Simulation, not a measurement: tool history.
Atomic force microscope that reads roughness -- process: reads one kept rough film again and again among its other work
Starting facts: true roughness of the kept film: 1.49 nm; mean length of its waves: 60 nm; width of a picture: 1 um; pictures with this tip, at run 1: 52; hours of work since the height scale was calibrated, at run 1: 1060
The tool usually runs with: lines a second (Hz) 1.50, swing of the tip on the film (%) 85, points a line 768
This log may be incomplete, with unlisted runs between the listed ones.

run,hour,lines a second (Hz),swing of the tip on the film (%),points a line,pictures with this tip,hours of work since the height scale was calibrated,roughness of the kept film (nm (root mean square))
1,0.0,1.50,85,768,52,1060,1.291
2,28.0,1.50,85,768,82,1079,1.290
3,71.9,1.50,85,768,131,1109,1.280
4,93.6,1.50,85,768,155,1123,1.280
5,114.0,2.31,85,768,177,1137,1.203
6,153.1,0.67,85,768,220,1164,1.366
7,176.1,0.67,85,768,245,1179,1.366
8,203.7,0.67,85,768,276,1198,1.367
9,240.2,0.67,85,768,316,1223,1.356
# hour 279.5: new tip fitted
10,280.8,1.50,85,768,1,1250,1.289
11,313.1,1.50,85,768,37,1272,1.290
12,335.2,1.50,85,768,61,1287,1.292
13,380.4,1.50,85,768,111,1317,1.279
# hour 383.3: height scale calibrated on a step standard
14,421.7,1.40,85,370,155,26,1.287
15,444.8,3.10,85,370,180,42,1.138
16,473.8,3.10,85,370,212,61,1.134
17,508.3,2.65,85,370,250,85,1.172
# hour 535.0: height scale calibrated on a step standard, once more
18,535.7,1.50,83,328,279,1,1.301
19,561.7,1.77,61,946,308,18,1.397
# hour 607.2: new tip fitted
20,607.2,2.52,85,862,0,49,1.216
21,648.4,1.58,85,318,46,77,1.288
22,673.4,1.50,73,463,73,93,1.363
23,699.6,1.50,58,768,102,111,1.434
24,728.7,1.50,58,768,134,131,1.426
25,761.6,0.65,67,572,170,153,1.425

For each entry between runs, how does the tool's hidden state at the last listed run before it compare with that at the first listed run after it?
Between runs 9 and 10: new tip fitted (hour 279.5)
  radius of the tip, nm: 15 -> 7.1; height scale over the true one, %: -0.94 -> -0.96
  measured minus no-state result, roughness of the kept film (nm (root mean square)): -0.031 -> -0.013
Between runs 13 and 14: height scale calibrated on a step standard (hour 383.3)
  radius of the tip, nm: 9.7 -> 10.6; height scale over the true one, %: -1.01 -> -1.23
  measured minus no-state result, roughness of the kept film (nm (root mean square)): -0.019 -> -0.024
Between runs 17 and 18: height scale calibrated on a step standard, once more (hour 535.0)
  radius of the tip, nm: 12.8 -> 13.5; height scale over the true one, %: -1.27 -> 0.07
  measured minus no-state result, roughness of the kept film (nm (root mean square)): -0.026 -> -0.013
Between runs 19 and 20: new tip fitted (hour 607.2)
  radius of the tip, nm: 14.2 -> 7.4; height scale over the true one, %: 0.06 -> 0.04
  measured minus no-state result, roughness of the kept film (nm (root mean square)): -0.015 -> +0.000
